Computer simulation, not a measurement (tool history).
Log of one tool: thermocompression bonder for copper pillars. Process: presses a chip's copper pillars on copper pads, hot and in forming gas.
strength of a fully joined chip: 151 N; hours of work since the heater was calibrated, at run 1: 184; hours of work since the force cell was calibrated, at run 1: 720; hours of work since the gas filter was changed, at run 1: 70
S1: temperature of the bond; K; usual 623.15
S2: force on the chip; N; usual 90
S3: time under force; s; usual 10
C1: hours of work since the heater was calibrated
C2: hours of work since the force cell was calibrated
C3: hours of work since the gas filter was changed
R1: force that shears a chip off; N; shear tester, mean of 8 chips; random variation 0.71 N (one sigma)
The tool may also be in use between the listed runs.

run	day	S1	S2	S3	C1	C2	C3	R1
1	0	623.15	90	10	184	720	70	101.3
2	0.358	623.15	90	10	189	725	75	100.6
3	0.925	623.15	90	10	197	733	83	99.5
4	1.412	623.15	90	10	205	741	91	101.4
5	1.921	623.15	90	10	212	748	98	100.2
6	2.212	623.15	90	10	216	752	102	100.1
7	2.688	623.15	90	10	224	760	110	101.2
8	3.162	623.15	90	10	231	767	117	100
9	3.396	597.15	90	10	234	770	120	78.3
10	3.721	630.15	90	10	239	775	125	103.8
11	4.2	623.15	90	10	246	782	132	98.7
12	4.508	623.15	90	23	251	787	137	117.4
13	4.929	623.15	90	23	257	793	143	118.4
14	5.488	623.15	90	8	265	801	151	92.2
# day 5.592: force cell calibrated
15	5.862	623.15	90	8	270	4	156	89.7
16	6.092	623.15	90	8	273	7	159	90.5
17	6.529	624.15	90	10	280	14	166	96.3
18	6.821	624.15	90	10	284	18	170	97.3
19	7.167	624.15	90	10	289	23	175	95.8
20	7.596	624.15	90	10	296	30	182	97.7
# day 8.083: force cell calibrated, once more
21	8.142	624.15	90	10	303	1	189	103.1
22	8.692	595.15	65	6	311	9	197	45.9
23	9.162	595.15	65	23	318	16	204	75.1
24	9.579	617.15	90	10	324	22	210	96.1
# day 9.708: forming gas filter changed
25	9.95	623.15	82	6	330	27	4	86.8
26	10.342	630.15	95	5	335	33	9	98.3
27	10.692	652.15	106	24	341	39	15	145.8
28	11.233	652.15	106	24	349	47	23	147.8
29	11.712	652.15	106	24	356	54	30	146.8
30	12.204	652.15	106	24	363	61	37	145.4
31	12.542	609.15	116	17	368	66	42	127.3
32	13.058	623.15	72	10	376	74	50	88.8
33	13.4	596.15	61	8	381	79	55	50.6
34	13.846	623.15	62	10	388	85	62	76.3
35	14.388	623.15	62	10	396	94	70	75.8
36	14.779	623.15	62	10	401	99	75	75.6
37	15.204	652.15	57	7	408	106	82	82.3
38	15.471	652.15	57	7	412	110	86	82.1
39	15.9	652.15	55	6	418	116	92	74.6

The same runs without the tool's hidden state, with the same run-to-run variation:
The hidden state here: true temperature of the bond over the reading, C; force that reaches the chip, % of what is set; oxide that the forming gas leaves, % of the face; drift of the gauge itself on shear_n, %.
run	R1
1	106.2
2	105.7
3	104.8
4	107.1
5	106
6	106.2
7	107.6
8	106.6
9	84
10	110.7
11	105.7
12	124.8
13	126.2
14	99.5
15	99
16	99.9
17	106.1
18	107.5
19	106.1
20	108.2
21	107.9
22	47.5
23	78.4
24	101.1
25	85.3
26	97
27	146.5
28	148.8
29	148.2
30	147.2
31	127.8
32	88.6
33	50.1
34	76.2
35	75.9
36	75.9
37	83.1
38	83
39	75.5

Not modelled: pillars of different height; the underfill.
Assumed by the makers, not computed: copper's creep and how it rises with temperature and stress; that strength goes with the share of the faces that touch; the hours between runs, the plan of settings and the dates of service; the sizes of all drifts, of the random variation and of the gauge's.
